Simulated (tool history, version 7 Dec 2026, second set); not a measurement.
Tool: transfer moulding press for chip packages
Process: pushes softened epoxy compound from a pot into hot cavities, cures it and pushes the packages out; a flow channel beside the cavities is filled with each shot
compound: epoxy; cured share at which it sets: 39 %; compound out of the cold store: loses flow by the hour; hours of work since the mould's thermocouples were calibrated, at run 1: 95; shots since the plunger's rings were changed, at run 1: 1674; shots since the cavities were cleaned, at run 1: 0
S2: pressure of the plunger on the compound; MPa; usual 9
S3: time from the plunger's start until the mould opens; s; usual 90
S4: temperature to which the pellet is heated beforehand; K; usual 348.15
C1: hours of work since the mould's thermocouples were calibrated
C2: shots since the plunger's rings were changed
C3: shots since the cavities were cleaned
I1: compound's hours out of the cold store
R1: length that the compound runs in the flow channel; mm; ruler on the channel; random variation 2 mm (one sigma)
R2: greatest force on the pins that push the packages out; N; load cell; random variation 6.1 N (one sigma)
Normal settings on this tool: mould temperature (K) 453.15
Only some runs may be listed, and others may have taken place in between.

Run 1, hour 0: usual settings; C1 95; C2 1674; C3 0; I1 22.3. Result: R1 599 mm, R2 225 N.
Run 2, hour 6.5: usual settings but S3 78 s; C1 99; C2 1748; C3 74; I1 16.9. Result: R1 605 mm, R2 290 N.
Run 3, hour 13.6: usual settings; C1 103; C2 1829; C3 155; I1 42.3. Result: R1 555 mm, R2 234 N.
Run 4, hour 20.3: usual settings; C1 107; C2 1904; C3 230; I1 10.7. Result: R1 617 mm, R2 247 N.
Run 5, hour 25.2: usual settings but S3 94 s; C1 110; C2 1961; C3 287; I1 9.8. Result: R1 625 mm, R2 223 N.
Run 6, hour 33.7: usual settings; C1 115; C2 2057; C3 383; I1 23.9. Result: R1 588 mm, R2 231 N.
Run 7, hour 41.5: usual settings; C1 120; C2 2147; C3 473; I1 22.2. Result: R1 591 mm, R2 240 N.
Run 8, hour 47.4: usual settings; C1 123; C2 2213; C3 539; I1 44.3. Result: R1 548 mm, R2 234 N.
At hour 52.1: cavities cleaned with cleaning compound and waxed.
Run 9, hour 54.1: usual settings but S4 343.15 K; C1 126; C2 2273; C3 24; I1 23.2. Result: R1 594 mm, R2 234 N.
Run 10, hour 61.8: usual settings; C1 131; C2 2360; C3 111; I1 13.1. Result: R1 619 mm, R2 243 N.
Run 11, hour 68.6: usual settings; C1 135; C2 2438; C3 189; I1 27.1. Result: R1 586 mm, R2 234 N.
Run 12, hour 73.2: usual settings but mould temperature (K) 455.15; C1 138; C2 2490; C3 241; I1 30.5. Result: R1 571 mm, R2 236 N.
Run 13, hour 82.2: usual settings but mould temperature (K) 455.15; C1 143; C2 2593; C3 344; I1 29.1. Result: R1 575 mm, R2 232 N.
Run 14, hour 91.5: usual settings but mould temperature (K) 455.15; C1 149; C2 2699; C3 450; I1 16. Result: R1 605 mm, R2 229 N.
Run 15, hour 100.4: usual settings but mould temperature (K) 455.15; C1 154; C2 2800; C3 551; I1 37.8. Result: R1 555 mm, R2 236 N.
At hour 104.3: cavities cleaned with cleaning compound and waxed.
Run 16, hour 106.7: usual settings but S2 9.59 MPa; C1 157; C2 2855; C3 27; I1 14. Result: R1 638 mm, R2 222 N.
Run 17, hour 115.2: usual settings but mould temperature (K) 458.15, S4 345.15 K; C1 162; C2 2951; C3 123; I1 46.7. Result: R1 534 mm, R2 216 N.
Run 18, hour 121.2: usual settings but mould temperature (K) 458.15, S4 345.15 K; C1 166; C2 3020; C3 192; I1 37.3. Result: R1 549 mm, R2 217 N.
Run 19, hour 128.6: usual settings but mould temperature (K) 458.15, S4 345.15 K; C1 170; C2 3105; C3 277; I1 12.2. Result: R1 605 mm, R2 216 N.

Run 20 comes next. What will it give?
Run 20, hour 136.4: usual settings but mould temperature (K) 451.15, S3 98 s; C1 175; C2 3193; C3 365; I1 29.5. Result: R1 ?, R2 ?.

R1: 585 mm
R2: 231 N
Take away the tool's hidden state, keep the run-to-run variation as it was, and the same run would have given R1 585 mm, R2 228 N.

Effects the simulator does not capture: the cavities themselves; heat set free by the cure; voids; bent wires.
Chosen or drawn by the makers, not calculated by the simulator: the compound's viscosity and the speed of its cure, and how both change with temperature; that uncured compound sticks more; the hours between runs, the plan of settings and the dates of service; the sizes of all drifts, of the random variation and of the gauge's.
